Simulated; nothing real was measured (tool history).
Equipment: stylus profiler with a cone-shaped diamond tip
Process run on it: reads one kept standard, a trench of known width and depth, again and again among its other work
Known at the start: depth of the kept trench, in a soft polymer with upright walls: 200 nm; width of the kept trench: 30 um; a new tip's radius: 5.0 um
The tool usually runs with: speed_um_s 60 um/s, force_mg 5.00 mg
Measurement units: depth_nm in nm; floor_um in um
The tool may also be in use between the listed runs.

run 1 day=0.000 | speed_um_s=60 force_mg=5.00 | depth_nm=205.87 floor_um=26.80
run 2 day=1.446 | speed_um_s=42 force_mg=5.00 | depth_nm=205.78 floor_um=26.83
run 3 day=2.342 | speed_um_s=42 force_mg=5.32 | depth_nm=206.01 floor_um=26.82
run 4 day=3.462 | speed_um_s=60 force_mg=5.00 | depth_nm=206.02 floor_um=26.80
run 5 day=4.208 | speed_um_s=60 force_mg=2.07 | depth_nm=203.45 floor_um=26.69
run 6 day=5.696 | speed_um_s=60 force_mg=2.07 | depth_nm=203.67 floor_um=26.76
run 7 day=6.721 | speed_um_s=60 force_mg=2.07 | depth_nm=203.41 floor_um=26.69
run 8 day=7.425 | speed_um_s=60 force_mg=7.50 | depth_nm=207.81 floor_um=26.84
run 9 day=8.729 | speed_um_s=60 force_mg=7.50 | depth_nm=207.53 floor_um=26.79
run 10 day=9.875 | speed_um_s=60 force_mg=5.00 | depth_nm=205.88 floor_um=26.72
run 11 day=11.100 | speed_um_s=60 force_mg=5.00 | depth_nm=205.86 floor_um=26.78
run 12 day=12.708 | speed_um_s=60 force_mg=5.00 | depth_nm=205.94 floor_um=26.72
run 13 day=13.612 | speed_um_s=60 force_mg=5.00 | depth_nm=206.05 floor_um=26.73
run 14 day=14.367 | speed_um_s=60 force_mg=5.00 | depth_nm=206.11 floor_um=26.72
run 15 day=15.192 | speed_um_s=60 force_mg=5.00 | depth_nm=205.98 floor_um=26.70
run 16 day=16.171 | speed_um_s=60 force_mg=5.00 | depth_nm=206.15 floor_um=26.79
run 17 day=17.012 | speed_um_s=23 force_mg=5.00 | depth_nm=206.08 floor_um=26.87
run 18 day=18.550 | speed_um_s=23 force_mg=5.00 | depth_nm=206.02 floor_um=26.85
run 19 day=19.442 | speed_um_s=23 force_mg=5.00 | depth_nm=206.06 floor_um=26.78
run 20 day=20.808 | speed_um_s=23 force_mg=5.00 | depth_nm=206.01 floor_um=26.82
-- day=20.950 height scale calibrated on a step standard
run 21 day=22.133 | speed_um_s=18 force_mg=5.00 | depth_nm=206.33 floor_um=26.84
run 22 day=23.158 | speed_um_s=18 force_mg=5.00 | depth_nm=206.19 floor_um=26.80
run 23 day=24.642 | speed_um_s=20 force_mg=5.00 | depth_nm=206.35 floor_um=26.83
-- day=24.738 height scale calibrated on a step standard, once more
run 24 day=25.483 | speed_um_s=67 force_mg=6.91 | depth_nm=206.95 floor_um=26.76
run 25 day=26.321 | speed_um_s=100 force_mg=12.73 | depth_nm=210.43 floor_um=26.70
run 26 day=27.221 | speed_um_s=196 force_mg=5.00 | depth_nm=205.51 floor_um=26.32
run 27 day=28.617 | speed_um_s=128 force_mg=3.38 | depth_nm=204.21 floor_um=26.37
run 28 day=29.400 | speed_um_s=128 force_mg=3.38 | depth_nm=204.26 floor_um=26.46
run 29 day=30.379 | speed_um_s=28 force_mg=1.91 | depth_nm=203.12 floor_um=26.74
run 30 day=31.696 | speed_um_s=48 force_mg=13.20 | depth_nm=210.72 floor_um=26.74
run 31 day=32.804 | speed_um_s=48 force_mg=13.20 | depth_nm=210.68 floor_um=26.75
run 32 day=34.121 | speed_um_s=42 force_mg=3.51 | depth_nm=204.50 floor_um=26.69
run 33 day=35.238 | speed_um_s=27 force_mg=7.10 | depth_nm=207.25 floor_um=26.80
run 34 day=36.142 | speed_um_s=32 force_mg=10.50 | depth_nm=209.25 floor_um=26.79
run 35 day=36.892 | speed_um_s=32 force_mg=10.50 | depth_nm=209.45 floor_um=26.77
run 36 day=38.150 | speed_um_s=64 force_mg=4.54 | depth_nm=205.22 floor_um=26.61
run 37 day=39.608 | speed_um_s=64 force_mg=4.54 | depth_nm=205.42 floor_um=26.65

What will run 38 give?
run 38 day=40.792 | speed_um_s=176 force_mg=7.17 | depth_nm=? floor_um=?

{"run 38": {"depth_nm": 207.37, "floor_um": 26.41}}
Take away the tool's hidden state, keep the run-to-run variation as it was, and the same run would have given depth_nm 207.23 nm, floor_um 26.78 um.
